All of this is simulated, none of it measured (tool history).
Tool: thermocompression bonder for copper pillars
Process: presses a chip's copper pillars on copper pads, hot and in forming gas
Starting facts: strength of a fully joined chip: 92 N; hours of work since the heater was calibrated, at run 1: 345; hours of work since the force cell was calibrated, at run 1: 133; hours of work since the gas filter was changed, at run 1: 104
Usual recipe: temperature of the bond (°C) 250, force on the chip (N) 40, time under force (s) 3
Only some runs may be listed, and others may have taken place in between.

| run | day | temperature of the bond (°C) | force on the chip (N) | time under force (s) | hours of work since the heater was calibrated | hours of work since the force cell was calibrated | hours of work since the gas filter was changed | force that shears a chip off (N) |
|---|---|---|---|---|---|---|---|---|
| 1 | 0 | 250 | 40 | 3 | 345 | 133 | 104 | 43.4 |
| 2 | 1.329 | 250 | 40 | 3 | 365 | 152 | 124 | 42.9 |
| 3 | 2.092 | 250 | 40 | 3 | 376 | 163 | 135 | 42.1 |
| 4 | 2.817 | 250 | 51 | 3 | 386 | 174 | 145 | 47.1 |
| 5 | 3.625 | 250 | 51 | 3 | 398 | 186 | 157 | 47.2 |
| 6 | 4.371 | 250 | 51 | 3 | 409 | 196 | 168 | 47 |
| 7 | 5.062 | 250 | 40 | 3 | 419 | 206 | 178 | 42 |
| 8 | 6.367 | 250 | 40 | 3 | 438 | 225 | 197 | 41.2 |
| 9 | 7.067 | 250 | 40 | 4 | 448 | 236 | 207 | 47.2 |
| 10 | 7.933 | 250 | 40 | 4 | 461 | 248 | 220 | 45.5 |
|  | 8.696 | forming gas filter changed |
| 11 | 9.383 | 250 | 40 | 3 | 482 | 269 | 10 | 45.8 |
| 12 | 10.288 | 250 | 40 | 3 | 495 | 282 | 23 | 45.9 |
| 13 | 11.846 | 250 | 40 | 3 | 517 | 305 | 46 | 47.2 |
| 14 | 12.762 | 250 | 40 | 3 | 531 | 318 | 59 | 45.6 |
| 15 | 14.054 | 250 | 40 | 3 | 550 | 337 | 78 | 46.3 |
| 16 | 14.862 | 250 | 40 | 3 | 561 | 349 | 90 | 45 |
| 17 | 16.346 | 250 | 26 | 3 | 583 | 371 | 111 | 37.8 |
|  | 17.312 | heater calibrated with a thermocouple chip |
| 18 | 17.421 | 250 | 40 | 3 | 2 | 385 | 126 | 39.2 |
| 19 | 18.392 | 250 | 40 | 3 | 16 | 399 | 140 | 39.5 |
| 20 | 19.275 | 250 | 40 | 3 | 29 | 412 | 153 | 38.6 |
| 21 | 20.371 | 250 | 40 | 3 | 45 | 428 | 169 | 38.5 |
| 22 | 21.829 | 250 | 40 | 2 | 66 | 449 | 190 | 34 |
| 23 | 22.958 | 250 | 33 | 3 | 82 | 466 | 207 | 35.4 |
| 24 | 24.296 | 250 | 33 | 3 | 102 | 485 | 226 | 34.8 |
|  | 24.625 | forming gas filter changed |
| 25 | 25.654 | 250 | 33 | 3 | 121 | 505 | 15 | 39 |
| 26 | 27.171 | 250 | 33 | 3 | 143 | 527 | 37 | 39.5 |
| 27 | 27.967 | 250 | 33 | 3 | 155 | 538 | 49 | 38.6 |
| 28 | 29.521 | 250 | 33 | 3 | 178 | 561 | 71 | 38.8 |
| 29 | 31.033 | 250 | 32 | 5 | 200 | 583 | 93 | 45.8 |
| 30 | 32.338 | 250 | 32 | 5 | 219 | 602 | 112 | 43.8 |
| 31 | 33.204 | 229 | 27 | 6 | 231 | 615 | 125 | 29.9 |
| 32 | 33.962 | 234 | 40 | 2 | 242 | 626 | 136 | 26.6 |
| 33 | 35.062 | 234 | 40 | 2 | 258 | 642 | 152 | 25.3 |
| 34 | 36.617 | 234 | 40 | 2 | 281 | 664 | 175 | 24.9 |

Run 35 is up next; what results do you expect?
| 35 | 37.817 | 234 | 34 | 5 | 298 | 682 | 192 | ? |

force that shears a chip off (N): 33.3
Had the tool carried no hidden state, the very same run would have given force that shears a chip off (N) 35.5.
